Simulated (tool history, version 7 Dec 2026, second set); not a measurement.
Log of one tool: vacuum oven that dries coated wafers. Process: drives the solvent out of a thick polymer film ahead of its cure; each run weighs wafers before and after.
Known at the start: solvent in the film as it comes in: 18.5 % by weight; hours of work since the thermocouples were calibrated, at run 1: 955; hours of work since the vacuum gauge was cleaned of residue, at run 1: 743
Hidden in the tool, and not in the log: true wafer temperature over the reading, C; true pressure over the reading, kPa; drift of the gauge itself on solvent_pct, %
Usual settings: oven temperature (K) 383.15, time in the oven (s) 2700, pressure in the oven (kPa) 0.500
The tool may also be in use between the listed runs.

run	hour	oven temperature (K)	time in the oven (s)	pressure in the oven (kPa)	hours of work since the thermocouples were calibrated	hours of work since the vacuum gauge was cleaned of residue	solvent left in the film (%)
1	0.0	383.15	2700	0.500	955	743	2.24
# hour 105.6: oven's thermocouples calibrated
2	124.6	383.15	2700	0.606	10	809	2.11
3	250.9	383.15	2700	0.606	78	876	2.14
4	382.1	395.15	2700	0.606	148	947	0.53
5	442.8	383.15	2700	0.500	181	979	2.15
6	523.4	383.15	2040	0.500	224	1022	3.39
7	599.2	383.15	2040	0.500	264	1063	3.36
8	722.8	383.15	2040	0.500	331	1129	3.40
# hour 741.7: vacuum gauge cleaned of residue and calibrated
9	845.4	383.15	2040	0.500	395	55	3.36
10	905.0	383.15	2040	0.500	427	87	3.31
11	968.3	383.15	2040	0.500	461	121	3.39
12	1052.1	383.15	2040	0.500	506	166	3.43
13	1164.2	383.15	2040	0.500	566	226	3.40
14	1228.9	383.15	3240	0.500	601	261	1.51
15	1290.9	383.15	3240	0.500	634	294	1.51
16	1385.5	383.15	3240	0.500	685	345	1.52
17	1454.3	383.15	3240	0.500	721	382	1.51
18	1535.3	383.15	2700	0.581	765	425	2.21
19	1598.2	383.15	2700	0.500	799	459	2.17
20	1679.5	383.15	2640	0.500	842	502	2.32
21	1779.6	383.15	2700	0.500	896	556	2.26
22	1842.0	383.15	4380	0.500	929	589	0.82
23	1938.9	383.15	4380	0.500	981	641	0.84
# hour 1999.8: oven's thermocouples calibrated
24	2019.9	397.15	2700	0.500	11	683	0.35
25	2152.8	397.15	2700	0.500	82	755	0.33
26	2214.6	392.15	3300	1.832	115	788	0.82
27	2331.8	373.15	4080	0.500	178	850	2.86
28	2415.5	391.15	2340	0.730	223	895	1.21
29	2550.2	391.15	2400	1.210	295	967	1.29
30	2671.8	391.15	4800	1.210	360	1032	0.48
31	2805.5	391.15	4800	1.210	431	1104	0.48
# hour 2876.5: vacuum gauge cleaned of residue and calibrated
32	2880.5	383.15	1440	0.930	471	2	5.31
33	2972.9	383.15	1440	0.930	520	52	5.26
34	3063.4	391.15	2820	0.500	569	100	0.72
35	3156.8	380.15	2820	1.955	619	150	3.19
36	3268.5	384.15	4140	0.621	679	210	0.79
37	3330.1	368.15	4200	0.602	712	243	4.36
38	3388.1	368.15	3060	0.320	743	274	5.92
39	3471.9	368.15	3060	1.514	788	319	6.53
40	3549.3	383.15	2040	0.995	829	360	3.61
41	3652.3	383.15	2040	0.995	884	415	3.69
42	3754.6	376.15	3180	0.407	939	470	3.33
43	3829.4	397.15	3180	0.267	979	510	0.23
# hour 3891.8: oven's thermocouples calibrated
44	3892.4	397.15	3180	0.267	0	543	0.21
45	3965.3	372.15	1680	1.974	39	582	8.20

Measured less the same run without the tool's hidden state. The same run-to-run variation is in both; the gauge's scatter may not be:
run	solvent left in the film (%)
1	+0.20
2	+0.06
3	+0.07
4	+0.07
5	+0.10
6	+0.12
7	+0.13
8	+0.15
9	+0.08
10	+0.09
11	+0.10
12	+0.12
13	+0.14
14	+0.11
15	+0.11
16	+0.13
17	+0.14
18	+0.18
19	+0.20
20	+0.20
21	+0.22
22	+0.14
23	+0.16
24	+0.04
25	+0.05
26	+0.06
27	+0.12
28	+0.08
29	+0.10
30	+0.09
31	+0.10
32	+0.11
33	+0.13
34	+0.06
35	+0.15
36	+0.08
37	+0.23
38	+0.24
39	+0.27
40	+0.23
41	+0.25
42	+0.27
43	+0.06
44	+0.04
45	+0.07
